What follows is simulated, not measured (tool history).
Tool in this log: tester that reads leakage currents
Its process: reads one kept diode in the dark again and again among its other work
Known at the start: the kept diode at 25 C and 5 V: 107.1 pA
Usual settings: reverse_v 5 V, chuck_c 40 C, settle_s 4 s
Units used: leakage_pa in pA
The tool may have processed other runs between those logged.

run,day,reverse_v,chuck_c,settle_s,leakage_pa
1,0,5,40,4,382.21
# day 2.338: chuck's temperature calibrated
2,2.946,1.11,40,4,174.26
3,4.988,1.11,40,4,175.22
4,6.812,1.11,40,4,175.81
# day 8.3: tester calibrated
5,8.3,5,40,4,337.81
6,9.6,5,40,4,337.96
7,10.912,5,40,4,338.86
8,13.579,1.65,54,2.88,547.27
9,16.462,18.85,56,0.35,1868.65
10,19.596,1.33,58,0.3,649.06
11,21.779,1.33,58,0.3,651.32
12,24.162,2.67,58,0.82,890.98
13,25.717,2.07,58,2.96,797.75

5 options for the next run, each taken on its own from the tool as it stands now. Forecast them:
A,27.375,1.79,24,2.96,?
B,27.375,1.74,29,1.33,?
C,27.375,2.41,36,8.08,?
D,27.375,5,52,0.6,?
E,27.375,4.37,58,2.96,?

run,leakage_pa
A,64.13
B,93.75
C,185.23
D,795.69
E,1115.96
With the hidden condition removed and each run's random variation left untouched, the same runs would have given:
run,leakage_pa
A,62.61
B,91.73
C,181.54
D,781.98
E,1097.73

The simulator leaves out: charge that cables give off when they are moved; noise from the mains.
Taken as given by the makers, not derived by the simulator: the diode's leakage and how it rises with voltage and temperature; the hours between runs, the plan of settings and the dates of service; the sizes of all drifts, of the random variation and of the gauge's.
